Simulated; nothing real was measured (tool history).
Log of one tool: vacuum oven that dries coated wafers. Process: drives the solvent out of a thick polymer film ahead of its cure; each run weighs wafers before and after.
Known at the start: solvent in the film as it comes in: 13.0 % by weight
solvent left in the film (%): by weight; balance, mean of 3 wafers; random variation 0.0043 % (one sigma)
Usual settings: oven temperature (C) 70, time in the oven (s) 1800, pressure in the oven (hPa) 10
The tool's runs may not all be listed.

run    hour  oven temperature (C)  time in the oven (s)  pressure in the oven (hPa)  solvent left in the film (%)
  1       0                    70                  1800                          10                         2.672
  2    62.3                    70                  1800                          10                         2.678
  3   131.5                    70                  1800                          10                         2.679
  4     214                    70                  1800                          10                         2.668
  5   253.1                    70                  1800                          10                         2.673
  6   304.3                    70                  1800                          10                         2.674
  7   380.4                    70                  3060                          10                         1.241
  8   452.4                    70                  3060                          10                         1.228
  9   490.2                    70                  3060                          10                         1.238
 10   561.8                    70                  2340                          10                         1.872
 11   624.5                    71                  2340                        27.2                         2.416
 12   679.1                    71                  2340                        27.2                         2.416
 13   717.1                    75                  2640                        34.6                         1.844
 14   776.5                    57                  2460                         8.3                         4.507
      804.6  -- oven's thermocouples calibrated
 15   851.5                    56                  2580                         5.1                         4.394
 16   895.4                    56                  2580                         5.1                         4.395
 17   937.7                    56                  2580                         5.1                         4.403
 18   976.1                    56                  2580                         5.1                           4.4
 19  1056.2                    70                   900                          12                         5.283

3 ways to go on from here, each from the tool as it stands after run 19. What would each give?
  A  1124.7                    75                  1140                        33.1                             ?
  B  1124.7                    77                  1080                        26.5                             ?
  C  1124.7                    76                  1800                          10                             ?

run  solvent left in the film (%)
  A                         3.936
  B                         3.463
  C                         1.567
Without the tool's hidden state the same runs would have given:
run  solvent left in the film (%)
  A                         3.933
  B                         3.461
  C                         1.565
